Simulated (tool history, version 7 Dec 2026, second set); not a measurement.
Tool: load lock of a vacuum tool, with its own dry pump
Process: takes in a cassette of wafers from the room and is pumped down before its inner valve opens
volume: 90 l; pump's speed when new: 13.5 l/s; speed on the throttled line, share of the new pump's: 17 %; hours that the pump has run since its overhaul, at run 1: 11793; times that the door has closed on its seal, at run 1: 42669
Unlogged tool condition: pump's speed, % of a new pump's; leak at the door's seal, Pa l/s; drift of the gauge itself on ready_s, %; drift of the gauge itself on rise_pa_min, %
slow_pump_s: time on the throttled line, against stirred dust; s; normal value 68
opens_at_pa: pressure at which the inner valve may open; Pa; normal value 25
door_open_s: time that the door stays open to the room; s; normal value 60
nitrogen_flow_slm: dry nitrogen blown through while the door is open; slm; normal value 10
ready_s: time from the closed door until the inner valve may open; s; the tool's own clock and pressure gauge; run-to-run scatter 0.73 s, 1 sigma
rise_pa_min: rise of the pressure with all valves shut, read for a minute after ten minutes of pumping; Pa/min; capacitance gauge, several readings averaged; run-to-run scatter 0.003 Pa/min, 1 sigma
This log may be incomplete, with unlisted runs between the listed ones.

run,hour,slow_pump_s,opens_at_pa,door_open_s,nitrogen_flow_slm,hours that the pump has run since its overhaul,times that the door has closed on its seal,"incoming humidity of the room's air, %",ready_s,rise_pa_min
1,0.0,68,25,60,10,11793,42669,47.7,117.5,0.141
2,273.4,68,49,60,10,12067,43658,43.3,113.4,0.142
3,510.5,68,49,60,10,12304,44516,44.8,112.7,0.149
4,785.3,68,49,60,10,12579,45510,44.7,112.4,0.155
5,981.5,68,25,105,10,12775,46220,44.1,117.8,0.169
6,1222.6,68,25,105,10,13016,47092,42.1,117.7,0.173
7,1485.7,68,25,105,10,13279,48044,47.7,118.6,0.183
8,1699.2,68,25,60,10,13493,48817,44.6,117.9,0.166
9,1939.0,68,25,60,10,13732,49685,41.9,117.5,0.164
10,2098.2,68,25,60,10,13892,50260,46.6,119.0,0.171
11,2330.8,68,25,60,10,14124,51102,44.5,119.9,0.178
12,2557.8,91,25,60,10,14351,51923,48.5,137.4,0.185
13,2829.4,91,25,60,10,14623,52906,44.9,138.9,0.178
14,3080.1,91,34,60,10,14873,53813,46.6,135.5,0.188
15,3350.4,53,25,60,10,15144,54791,39.9,107.2,0.188
16,3601.4,64,25,60,11,15395,55699,45.2,115.4,0.198
17,3761.7,64,25,60,11,15555,56279,45.6,115.8,0.200
18,3932.3,51,42,75,5,15726,56896,46.2,101.7,0.224
19,4241.0,51,42,75,5,16034,58013,44.1,102.4,0.216
20,4404.8,110,37,75,5,16198,58606,43.2,148.7,0.226
21,4633.6,94,25,60,10,16427,59434,44.5,140.4,0.216
22,4840.1,94,25,60,10,16633,60181,41.3,139.9,0.214
23,5007.8,68,42,60,5,16801,60788,47.2,115.7,0.232
24,5249.9,68,25,49,10,17043,61663,46.1,120.2,0.223
25,5450.1,68,24,130,10,17243,62388,48.0,121.4,0.253
26,5802.2,50,32,46,16,17596,63662,45.0,105.9,0.229
27,6078.8,66,35,219,15,17872,64663,42.5,115.3,0.274

Some steps in ready_s, run to run, broken into two amounts with sign: the step expected even without the hidden condition (settings, incoming material, random variation), and the rest, left for the hidden condition together with whatever gauge scatter is not in both the measured and the hidden-condition-free result:
Run 14 -> 15: slow_pump_s 91 -> 53, opens_at_pa 34 -> 25. ready_s -28.3 s: hidden state +1.6, all else -29.9.
Run 19 -> 20: slow_pump_s 51 -> 110, opens_at_pa 42 -> 37. ready_s +46.3 s: hidden state -1.7, all else +48.0.
